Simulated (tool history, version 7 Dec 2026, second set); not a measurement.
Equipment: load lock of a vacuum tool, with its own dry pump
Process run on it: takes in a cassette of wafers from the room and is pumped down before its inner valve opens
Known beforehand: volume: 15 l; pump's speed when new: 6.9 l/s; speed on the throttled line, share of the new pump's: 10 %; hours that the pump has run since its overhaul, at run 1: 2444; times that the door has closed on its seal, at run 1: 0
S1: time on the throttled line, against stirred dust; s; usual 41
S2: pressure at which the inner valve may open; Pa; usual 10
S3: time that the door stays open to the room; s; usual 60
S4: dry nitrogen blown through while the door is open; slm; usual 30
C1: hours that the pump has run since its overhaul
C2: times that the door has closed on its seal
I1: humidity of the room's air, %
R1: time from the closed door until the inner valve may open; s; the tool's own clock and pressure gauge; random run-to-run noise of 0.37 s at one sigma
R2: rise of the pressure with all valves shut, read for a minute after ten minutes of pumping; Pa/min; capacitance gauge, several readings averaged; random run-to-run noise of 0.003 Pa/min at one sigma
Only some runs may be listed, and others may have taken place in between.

run 1 hour=0 | S1=41 S2=10 S3=60 S4=30 | C1=2444 C2=0 | I1=46.7 | R1=57.6 R2=0.042
run 2 hour=278.8 | S1=41 S2=10 S3=36 S4=30 | C1=2723 C2=1093 | I1=47.7 | R1=57.5 R2=0.04
run 3 hour=553.7 | S1=41 S2=10 S3=36 S4=30 | C1=2997 C2=2169 | I1=44.3 | R1=58.5 R2=0.043
run 4 hour=770.4 | S1=41 S2=10 S3=36 S4=30 | C1=3214 C2=3019 | I1=44 | R1=57.5 R2=0.041
run 5 hour=986.1 | S1=41 S2=10 S3=36 S4=30 | C1=3430 C2=3864 | I1=43.7 | R1=58.2 R2=0.049
run 6 hour=1171.3 | S1=41 S2=10 S3=36 S4=30 | C1=3615 C2=4590 | I1=42.1 | R1=58.8 R2=0.056
run 7 hour=1394.1 | S1=41 S2=15 S3=36 S4=30 | C1=3838 C2=5463 | I1=43.8 | R1=57.3 R2=0.055
run 8 hour=1609.1 | S1=32 S2=10 S3=60 S4=30 | C1=4053 C2=6305 | I1=43.9 | R1=49.8 R2=0.067
run 9 hour=1760.9 | S1=32 S2=10 S3=60 S4=30 | C1=4205 C2=6900 | I1=43 | R1=51.2 R2=0.068
run 10 hour=2019.8 | S1=32 S2=10 S3=60 S4=30 | C1=4464 C2=7915 | I1=44.3 | R1=50.8 R2=0.087
run 11 hour=2187.8 | S1=41 S2=7 S3=60 S4=30 | C1=4631 C2=8573 | I1=45.9 | R1=59.3 R2=0.092
run 12 hour=2467.3 | S1=41 S2=7 S3=100 S4=30 | C1=4911 C2=9668 | I1=45 | R1=59 R2=0.102
run 13 hour=2651.8 | S1=41 S2=7 S3=100 S4=30 | C1=5096 C2=10392 | I1=46.7 | R1=59.9 R2=0.112
run 14 hour=2882.7 | S1=41 S2=7 S3=100 S4=30 | C1=5326 C2=11296 | I1=43.5 | R1=59.1 R2=0.118
run 15 hour=3015.4 | S1=38 S2=17 S3=100 S4=30 | C1=5459 C2=11816 | I1=44.3 | R1=54.9 R2=0.115
run 16 hour=3296.7 | S1=32 S2=10 S3=101 S4=30 | C1=5740 C2=12919 | I1=45.6 | R1=50.5 R2=0.128
run 17 hour=3443.1 | S1=32 S2=10 S3=101 S4=30 | C1=5887 C2=13492 | I1=43 | R1=50.9 R2=0.133
run 18 hour=3728.8 | S1=74 S2=13 S3=135 S4=16 | C1=6173 C2=14612 | I1=44.8 | R1=87.5 R2=0.164
run 19 hour=4006.3 | S1=74 S2=13 S3=135 S4=16 | C1=6450 C2=15699 | I1=51 | R1=87.5 R2=0.18
run 20 hour=4200.8 | S1=41 S2=10 S3=40 S4=9 | C1=6645 C2=16462 | I1=47.5 | R1=60.2 R2=0.162
run 21 hour=4490.3 | S1=28 S2=13 S3=40 S4=16 | C1=6934 C2=17596 | I1=45.1 | R1=46.7 R2=0.163
run 22 hour=4686 | S1=25 S2=10 S3=133 S4=5 | C1=7130 C2=18363 | I1=48.3 | R1=45.2 R2=0.218
run 23 hour=4946.5 | S1=22 S2=19 S3=133 S4=9 | C1=7390 C2=19384 | I1=48 | R1=41.2 R2=0.226

Here are 3 independent what-if runs from the current tool condition. What would each one return?
run A hour=5198.7 | S1=22 S2=19 S3=133 S4=9 | C1=7642 C2=20372 | I1=45.2 | R1=? R2=?
run B hour=5198.7 | S1=26 S2=19 S3=133 S4=9 | C1=7642 C2=20372 | I1=44.5 | R1=? R2=?
run C hour=5198.7 | S1=22 S2=16 S3=133 S4=9 | C1=7642 C2=20372 | I1=45.4 | R1=? R2=?

run=A R1=41.2 R2=0.236
run=B R1=44.7 R2=0.233
run=C R1=41.2 R2=0.237
Without the tool's hidden state the same runs would have given:
run=A R1=38.7 R2=0.086
run=B R1=42.3 R2=0.082
run=C R1=38.7 R2=0.084

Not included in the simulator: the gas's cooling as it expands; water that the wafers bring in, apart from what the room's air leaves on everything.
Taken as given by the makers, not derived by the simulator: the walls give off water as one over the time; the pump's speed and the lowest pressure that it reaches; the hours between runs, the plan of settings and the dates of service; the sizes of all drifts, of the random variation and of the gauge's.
